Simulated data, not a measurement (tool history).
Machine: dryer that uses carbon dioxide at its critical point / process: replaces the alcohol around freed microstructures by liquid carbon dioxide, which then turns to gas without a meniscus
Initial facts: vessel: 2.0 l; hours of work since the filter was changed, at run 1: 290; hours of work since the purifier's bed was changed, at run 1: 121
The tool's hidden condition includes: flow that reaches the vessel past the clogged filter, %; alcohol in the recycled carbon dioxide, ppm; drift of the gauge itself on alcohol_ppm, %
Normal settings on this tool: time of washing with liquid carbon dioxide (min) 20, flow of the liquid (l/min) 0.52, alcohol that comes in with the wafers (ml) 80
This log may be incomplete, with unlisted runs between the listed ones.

run   hour  time of washing with liquid carbon dioxide (min)  flow of the liquid (l/min)  alcohol that comes in with the wafers (ml)  hours of work since the filter was changed  hours of work since the purifier's bed was changed  alcohol left in the vessel before it's heated (ppm by volume)
  1      0                                                20                        0.52                                          80                                         290                                                 121                                                            683
  2   17.6                                                20                        0.52                                          80                                         301                                                 132                                                            686
  3   32.2                                                12                        0.52                                          80                                         310                                                 142                                                           3492
  4   48.7                                                12                        0.52                                          63                                         321                                                 152                                                           2796
  5   74.1                                                12                        0.58                                          63                                         337                                                 169                                                           2095
  6   92.6                                                20                        0.52                                          80                                         349                                                 181                                                            711
  7  114.8                                                20                        0.52                                          80                                         364                                                 195                                                            728
  8  138.3                                                20                        0.52                                          80                                         379                                                 210                                                            777
  9  156.6                                                19                        0.52                                          80                                         391                                                 222                                                            946
 10  180.8                                                13                        0.52                                          80                                         407                                                 238                                                           3195
 11  200.4                                                13                        0.52                                          80                                         419                                                 250                                                           3122
 12  217.5                                                13                        0.52                                          80                                         430                                                 262                                                           3089
 13  243.3                                                13                        0.52                                          80                                         447                                                 278                                                           3181
 14  258.4                                                13                        0.52                                          80                                         457                                                 288                                                           3254
 15  279.6                                                13                        0.52                                          80                                         470                                                 302                                                           3265
 16  295.9                                                13                        0.52                                          80                                         481                                                 312                                                           3263
 17  318.7                                                13                        0.52                                          80                                         496                                                 327                                                           3470
 18  335.9                                                20                       0.496                                          80                                         507                                                 338                                                           1140
       358  -- inlet filter changed
 19    358                                                28                        0.52                                          45                                           0                                                 352                                                             73
 20  375.3                                                13                        0.52                                          80                                          11                                                 363                                                           2260
 21  402.2                                                13                       0.345                                          38                                          29                                                 380                                                           2938
 22  418.3                                                24                       0.721                                          83                                          39                                                 391                                                             59
 23    441                                                20                        0.52                                          87                                          54                                                 406                                                            570
 24  459.3                                                20                        0.52                                          41                                          66                                                 417                                                            292
 25  471.2                                                20                        0.52                                          41                                          73                                                 425                                                            287
 26    498                                                21                        0.52                                          89                                          91                                                 442                                                            489
 27  518.9                                                17                       0.374                                         104                                         104                                                 456                                                           3930
 28    533                                                17                       0.374                                         104                                         113                                                 465                                                           3999
 29  549.9                                                24                       0.792                                          76                                         124                                                 476                                                             58
 30  570.8                                                24                       0.792                                          76                                         138                                                 490                                                             60
 31  594.9                                                17                       0.691                                          45                                         153                                                 505                                                            210
 32  618.4                                                23                       0.825                                          29                                         169                                                 520                                                             55
 33  633.4                                                24                       0.742                                          28                                         178                                                 530                                                             62
 34  655.3                                                19                       0.312                                          68                                         192                                                 544                                                           3282
 35  672.4                                                19                       0.312                                          68                                         204                                                 555                                                           3491

How the hidden state differs across the entries between the runs, from the last listed run before each to the first after it:
Logged between run 18 and run 19: inlet filter changed (hour 358)
  flow that reaches the vessel past the clogged filter, %: 84.2 -> 99.5; alcohol in the recycled carbon dioxide, ppm: 33.2 -> 34.4
  what was measured, less what the result would be without the hidden state, alcohol left in the vessel before it's heated (ppm by volume): +578 -> +31
